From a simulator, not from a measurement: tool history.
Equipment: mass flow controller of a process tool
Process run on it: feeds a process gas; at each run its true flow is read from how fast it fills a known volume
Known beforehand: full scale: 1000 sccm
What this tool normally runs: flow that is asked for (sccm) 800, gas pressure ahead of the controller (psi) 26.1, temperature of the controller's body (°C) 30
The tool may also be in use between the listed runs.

run      day  flow that is asked for (sccm)  gas pressure ahead of the controller (psi)  temperature of the controller's body (°C)  true flow (%)
  1        0                            800                                        26.1                                         30          99.93
  2    6.746                            800                                        27.8                                         30         100.12
  3   19.633                            800                                        26.1                                         39          99.03
  4   33.846                            297                                        26.1                                         30          99.65
  5   40.229                            297                                        26.1                                         30          99.44
  6   54.133                            297                                        37.9                                         30          100.1
  7   66.133                            297                                        37.9                                         30          99.97
  8   75.446                            297                                        37.9                                         30          99.96
  9   88.067                            297                                        37.9                                         39          99.06
 10   94.958                            297                                        37.9                                         39          98.97
 11  107.025                            297                                        37.9                                         39          99.03
 12    114.3                            800                                        32.5                                         30         100.37
 13  126.921                            800                                        26.1                                         30          99.94
 14  133.738                            800                                        26.1                                         30          99.94
 15  139.775                            430                                        26.1                                         30          99.47
 16  153.575                            800                                        21.8                                         30          99.71
 17  162.175                            800                                        21.8                                         30          99.71
 18  168.262                            368                                        26.1                                         30          99.31
 19  175.267                            368                                        26.1                                         30          99.31
 20  186.838                            800                                        34.1                                         30         100.34
 21  193.817                            800                                        34.1                                         30         100.44
 22  208.383                            800                                        29.9                                         30          100.2
 23  214.892                            800                                        29.9                                         30         100.11
 24  225.596                            800                                        29.9                                         30         100.08
 25  236.342                            800                                        29.9                                         30         100.18
 26  242.704                            800                                        26.1                                         22         100.86
 27  255.533                            379                                        32.6                                         32          99.25
 28  269.858                            379                                        35.2                                         32          99.25
     283.775  -- controller's zero set anew
 29  283.975                            245                                        26.1                                         38          99.52
 30  295.817                            245                                        26.1                                         38          99.43
 31  302.046                            607                                        26.1                                         38          99.63
 32  315.312                            607                                        26.1                                         38          99.82
 33  327.304                            215                                        26.5                                         28          100.3
 34  337.146                            215                                        26.5                                         28         100.04
 35  350.971                            215                                        26.5                                         28         100.13
 36  359.412                            383                                        37.6                                         30          100.7
 37  370.767                            406                                        33.2                                         30         100.58
 38  384.371                            221                                        30.2                                         36          99.31
 39   399.35                            162                                          21                                         28          99.17
 40  412.888                            893                                          21                                         32         100.28
 41  420.992                            185                                        22.5                                         28          99.17
 42    434.1                            185                                        22.5                                         28          99.19
 43    443.4                            800                                        25.8                                         20         101.55
 44  455.483                            151                                        24.7                                         31          98.37
 45  462.504                            736                                        29.2                                         39          99.76
 46  475.038                            736                                          30                                         28         101.04
 47  485.546                            736                                          30                                         28         100.79

Branching from run 47: 4 alternative next runs. What would each branch give?
  A  499.062                            736                                        30.9                                         28              ?
  B  499.062                            447                                        23.4                                         39              ?
  C  499.062                            736                                          30                                         37              ?
  D  499.062                            800                                        29.6                                         30              ?

run  true flow (%)
  A         100.89
  B          99.04
  C         100.17
  D         100.78
What these runs would have given with no unlogged condition in the tool:
run  true flow (%)
  A          99.66
  B          98.15
  C          98.93
  D           99.5

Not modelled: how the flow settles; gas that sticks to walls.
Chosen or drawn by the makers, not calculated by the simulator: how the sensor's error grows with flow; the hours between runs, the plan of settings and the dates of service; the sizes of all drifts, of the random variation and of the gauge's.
